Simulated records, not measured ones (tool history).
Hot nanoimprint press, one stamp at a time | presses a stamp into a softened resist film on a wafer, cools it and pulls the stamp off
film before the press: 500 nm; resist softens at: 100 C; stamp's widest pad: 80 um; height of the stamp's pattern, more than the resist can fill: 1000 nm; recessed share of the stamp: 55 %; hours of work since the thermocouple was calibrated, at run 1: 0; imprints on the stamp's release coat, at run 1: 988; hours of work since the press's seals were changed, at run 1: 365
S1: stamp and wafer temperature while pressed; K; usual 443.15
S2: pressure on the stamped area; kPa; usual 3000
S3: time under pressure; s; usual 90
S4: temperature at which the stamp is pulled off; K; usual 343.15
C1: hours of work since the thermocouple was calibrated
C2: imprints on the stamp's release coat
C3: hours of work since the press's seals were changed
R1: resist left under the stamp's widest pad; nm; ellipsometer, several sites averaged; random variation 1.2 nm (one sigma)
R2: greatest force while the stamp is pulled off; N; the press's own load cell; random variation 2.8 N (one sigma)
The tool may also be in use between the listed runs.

run 1 hour=0 | S1=443.15 S2=3000 S3=90 S4=343.15 | C1=0 C2=988 C3=365 | R1=297.2 R2=136
run 2 hour=39.1 | S1=443.15 S2=3660 S3=90 S4=343.15 | C1=27 C2=1200 C3=392 | R1=272.1 R2=132
run 3 hour=88.5 | S1=443.15 S2=3660 S3=90 S4=343.15 | C1=60 C2=1466 C3=425 | R1=274.5 R2=133
-- hour=106.6 stamp cleaned and given a new release coat
run 4 hour=162 | S1=443.15 S2=2500 S3=90 S4=343.15 | C1=106 C2=300 C3=471 | R1=322.1 R2=131
run 5 hour=231.9 | S1=443.15 S2=1920 S3=90 S4=343.15 | C1=154 C2=677 C3=519 | R1=351 R2=132
run 6 hour=307.8 | S1=443.15 S2=1920 S3=90 S4=343.15 | C1=206 C2=1087 C3=571 | R1=352 R2=132
run 7 hour=372.6 | S1=443.15 S2=3860 S3=90 S4=343.15 | C1=250 C2=1437 C3=615 | R1=269.3 R2=132
-- hour=396.6 stamp cleaned and given a new release coat
run 8 hour=432.9 | S1=443.15 S2=3860 S3=90 S4=343.15 | C1=287 C2=195 C3=652 | R1=270.7 R2=131
run 9 hour=473.6 | S1=443.15 S2=3000 S3=90 S4=343.15 | C1=315 C2=415 C3=680 | R1=299 R2=137
run 10 hour=523.4 | S1=443.15 S2=3000 S3=90 S4=343.15 | C1=349 C2=685 C3=714 | R1=303.9 R2=130
run 11 hour=555.2 | S1=443.15 S2=3000 S3=90 S4=343.15 | C1=371 C2=856 C3=736 | R1=300.8 R2=132
run 12 hour=599 | S1=443.15 S2=3000 S3=90 S4=343.15 | C1=401 C2=1092 C3=766 | R1=302.4 R2=132
-- hour=641.2 press's hydraulic seals changed and the load cell set to zero
-- hour=659.4 plate thermocouple calibrated
run 13 hour=685.8 | S1=443.15 S2=4690 S3=90 S4=343.15 | C1=18 C2=1502 C3=28 | R1=250.4 R2=134
-- hour=696.4 stamp cleaned and given a new release coat
run 14 hour=764.8 | S1=443.15 S2=4690 S3=90 S4=343.15 | C1=68 C2=369 C3=78 | R1=248.1 R2=133
run 15 hour=818.5 | S1=443.15 S2=4690 S3=90 S4=343.15 | C1=104 C2=659 C3=115 | R1=249.5 R2=136
run 16 hour=863.4 | S1=443.15 S2=4690 S3=90 S4=343.15 | C1=135 C2=902 C3=146 | R1=251.1 R2=132
run 17 hour=935.4 | S1=443.15 S2=4690 S3=90 S4=343.15 | C1=184 C2=1291 C3=195 | R1=250.7 R2=128
-- hour=984.4 stamp cleaned and given a new release coat
run 18 hour=1011.5 | S1=443.15 S2=4690 S3=90 S4=343.15 | C1=232 C2=146 C3=243 | R1=250.8 R2=130
-- hour=1045.2 gauge calibrated
run 19 hour=1070.6 | S1=443.15 S2=4690 S3=90 S4=343.15 | C1=273 C2=466 C3=283 | R1=242.9 R2=131
run 20 hour=1103.5 | S1=443.15 S2=3000 S3=47 S4=343.15 | C1=295 C2=643 C3=305 | R1=355.8 R2=132
run 21 hour=1171.5 | S1=443.15 S2=3000 S3=47 S4=343.15 | C1=341 C2=1010 C3=352 | R1=357.6 R2=140
run 22 hour=1212.1 | S1=436.15 S2=3000 S3=45 S4=343.15 | C1=369 C2=1230 C3=380 | R1=400.1 R2=130
run 23 hour=1258.8 | S1=443.15 S2=3000 S3=111 S4=343.15 | C1=401 C2=1482 C3=411 | R1=280 R2=132

Run 24 comes next. What will it give?
-- hour=1274.9 stamp cleaned and given a new release coat
-- hour=1315.8 plate thermocouple calibrated
run 24 hour=1336 | S1=443.15 S2=3000 S3=111 S4=343.15 | C1=14 C2=314 C3=458 | R1=? R2=?

{"run 24": {"R1": 280.1, "R2": 129}}
Without the tool's hidden state the same run would have given R1 277.8 nm, R2 129 N.
